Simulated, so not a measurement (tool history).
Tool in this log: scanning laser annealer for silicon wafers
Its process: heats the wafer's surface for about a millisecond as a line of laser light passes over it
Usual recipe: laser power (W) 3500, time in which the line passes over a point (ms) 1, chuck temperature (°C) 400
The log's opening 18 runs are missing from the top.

run	hour	laser power (W)	time in which the line passes over a point (ms)	chuck temperature (°C)	hours of work since the window was cleaned	hours of work since the power meter was calibrated	hours of work since the optics were aligned	highest temperature of the surface (°C)
19	408.2	3092	1	400	369	15	713	1119
# hour 444.6: window over the wafer cleaned
20	444.6	3500	1.14	400	0	32	730	1289
21	478.2	2991	1	387	17	49	747	1094
22	493.9	3469	1.02	400	25	57	755	1223
23	518.2	3189	1.02	400	37	69	767	1158
24	545.6	3189	0.81	400	50	83	780	1059
25	575	3189	0.81	400	65	97	795	1059
26	596.6	3170	1	366	76	108	806	1108
27	615.6	3170	1	366	85	117	815	1107
28	634	3500	1.07	361	94	127	824	1212
29	661.2	3534	1.07	373	108	140	838	1233
30	684.2	3411	0.94	405	119	152	849	1171
31	707.6	3411	0.96	384	131	163	861	1161
32	724.3	3576	0.78	372	139	172	869	1090
33	755	3500	0.98	408	155	187	885	1214
34	773.1	3288	0.79	374	164	196	894	1037
35	800.1	3157	1	388	177	209	907	1121

Branching from run 35: 5 alternative next runs. What would each branch give?
A	827.2	3500	0.71	400	191	223	921	?
B	827.2	3513	1	392	191	223	921	?
C	827.2	3569	1	400	191	223	921	?
D	827.2	3658	0.95	400	191	223	921	?
E	827.2	3682	1	400	191	223	921	?

run	highest temperature of the surface (°C)
A	1063
B	1209
C	1228
D	1224
E	1255
With the hidden condition removed and each run's random variation left untouched, the same runs would have given:
run	highest temperature of the surface (°C)
A	1075
B	1224
C	1243
D	1239
E	1271
